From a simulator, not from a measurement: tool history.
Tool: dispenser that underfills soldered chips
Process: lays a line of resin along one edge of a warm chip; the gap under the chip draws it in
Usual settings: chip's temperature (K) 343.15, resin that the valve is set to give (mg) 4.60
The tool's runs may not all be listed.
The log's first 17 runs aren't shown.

run,hour,chip's temperature (K),resin that the valve is set to give (mg),time until the resin shows at the far edge (s),resin that the valve gave (mg)
# hour 224.6: stage's temperature calibrated
# hour 229.1: new syringe of resin
18,230.3,343.15,5.40,18.7,5.09
# hour 239.1: new syringe of resin
19,240.8,343.15,5.40,19.4,5.11
# hour 248.5: new syringe of resin
20,254.9,343.15,5.40,22.4,5.09
# hour 258.4: new syringe of resin
21,263.0,336.15,4.22,29.2,4.01
# hour 267.9: new syringe of resin
22,271.8,336.15,4.22,29.6,3.88
# hour 277.1: dispensing valve cleaned and set on the balance
# hour 278.8: new syringe of resin
# hour 288.5: new syringe of resin
23,288.5,348.15,4.84,14.6,4.86
# hour 297.8: new syringe of resin
24,297.8,333.15,4.91,29.2,4.79
# hour 308.1: new syringe of resin
25,314.3,333.15,4.91,35.6,4.87
# hour 317.9: new syringe of resin
26,321.7,345.15,4.68,17.9,4.60
# hour 327.3: new syringe of resin
27,331.4,345.15,4.68,18.8,4.67
# hour 337.1: new syringe of resin
# hour 346.9: new syringe of resin
28,347.9,329.15,4.62,37.1,4.53
# hour 356.3: new syringe of resin
29,361.4,332.15,4.80,36.4,4.78
# hour 366.3: new syringe of resin
# hour 375.6: new syringe of resin
30,375.6,356.15,5.62,9.6,5.31
# hour 385.8: new syringe of resin
31,387.4,356.15,5.62,10.5,5.29
# hour 395.3: new syringe of resin
32,397.3,343.15,5.30,18.9,5.00
# hour 405.5: new syringe of resin
33,412.8,343.15,4.07,22.4,3.82

3 ways to go on from here, each from the tool as it stands after run 33. What would each give?
# hour 415.5: new syringe of resin
A,422.3,330.15,3.95,?,?
# hour 415.5: new syringe of resin
B,422.3,343.15,3.93,?,?
# hour 415.5: new syringe of resin
C,422.3,358.15,4.83,?,?

run,time until the resin shows at the far edge (s),resin that the valve gave (mg)
A,42.6,3.68
B,23.0,3.69
C,10.7,4.59
Without the tool's hidden state the same runs would have given:
run,time until the resin shows at the far edge (s),resin that the valve gave (mg)
A,35.5,3.91
B,19.1,3.92
C,8.9,4.87
